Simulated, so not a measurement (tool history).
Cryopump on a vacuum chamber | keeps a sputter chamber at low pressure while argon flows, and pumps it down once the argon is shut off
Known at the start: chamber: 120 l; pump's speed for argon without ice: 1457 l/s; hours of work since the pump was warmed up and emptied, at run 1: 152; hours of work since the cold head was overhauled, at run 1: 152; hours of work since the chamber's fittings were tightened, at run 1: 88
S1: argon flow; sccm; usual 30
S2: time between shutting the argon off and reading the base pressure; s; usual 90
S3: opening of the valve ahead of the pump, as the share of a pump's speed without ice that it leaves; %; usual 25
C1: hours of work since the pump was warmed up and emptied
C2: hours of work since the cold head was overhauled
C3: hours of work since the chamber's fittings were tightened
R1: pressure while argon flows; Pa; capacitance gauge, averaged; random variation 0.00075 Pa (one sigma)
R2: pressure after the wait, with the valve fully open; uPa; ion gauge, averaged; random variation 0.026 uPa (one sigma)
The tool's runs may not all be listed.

{"run": 1, "hour": 0.0, "S1": 30, "S2": 90, "S3": 25, "C1": 152, "C2": 152, "C3": 88, "R1": 0.1403, "R2": 1.25}
{"run": 2, "hour": 8.3, "S1": 30, "S2": 90, "S3": 25, "C1": 156, "C2": 156, "C3": 92, "R1": 0.1421, "R2": 1.22}
{"run": 3, "hour": 16.3, "S1": 30, "S2": 90, "S3": 25, "C1": 161, "C2": 161, "C3": 96, "R1": 0.1405, "R2": 1.21}
{"run": 4, "hour": 34.9, "S1": 30, "S2": 90, "S3": 25, "C1": 170, "C2": 170, "C3": 105, "R1": 0.1408, "R2": 1.18}
{"run": 5, "hour": 44.5, "S1": 30, "S2": 90, "S3": 25, "C1": 175, "C2": 175, "C3": 110, "R1": 0.1411, "R2": 1.16}
{"run": 6, "hour": 53.8, "S1": 13, "S2": 90, "S3": 25, "C1": 179, "C2": 179, "C3": 115, "R1": 0.0619, "R2": 1.19}
{"run": 7, "hour": 64.7, "S1": 13, "S2": 90, "S3": 25, "C1": 185, "C2": 185, "C3": 120, "R1": 0.0612, "R2": 1.19}
{"run": 8, "hour": 74.2, "S1": 13, "S2": 90, "S3": 25, "C1": 190, "C2": 190, "C3": 125, "R1": 0.0602, "R2": 1.2}
{"run": 9, "hour": 93.1, "S1": 30, "S2": 136, "S3": 25, "C1": 199, "C2": 199, "C3": 135, "R1": 0.1421, "R2": 0.9}
{"run": 10, "hour": 111.1, "S1": 30, "S2": 136, "S3": 25, "C1": 208, "C2": 208, "C3": 144, "R1": 0.1418, "R2": 0.92}
{"run": 11, "hour": 129.2, "S1": 30, "S2": 136, "S3": 24, "C1": 217, "C2": 217, "C3": 153, "R1": 0.1469, "R2": 0.91}
{"run": 12, "hour": 139.3, "S1": 30, "S2": 90, "S3": 50, "C1": 222, "C2": 222, "C3": 158, "R1": 0.0716, "R2": 1.29}
{"run": 13, "hour": 157.8, "S1": 26, "S2": 275, "S3": 20, "C1": 232, "C2": 232, "C3": 167, "R1": 0.1522, "R2": 0.62}
{"run": 14, "hour": 166.1, "S1": 27, "S2": 290, "S3": 20, "C1": 236, "C2": 236, "C3": 171, "R1": 0.1584, "R2": 0.59}

Some steps in R1 between neighbouring runs. How much of each would the tool show without its hidden state too (settings, what came in, random variation), and how much is left for the hidden state, with any gauge scatter that isn't in both results?
The hidden state here: pump's speed, % of a pump's without ice; cold plate's temperature, K; leak into the chamber, uPa l/s; drift of the gauge itself on working_pa, %; drift of the gauge itself on base_upa, %.
Run 8 -> 9: S1 13 -> 30, S2 90 -> 136. R1 +0.0819 Pa: hidden state +0.0013, all else +0.0806.
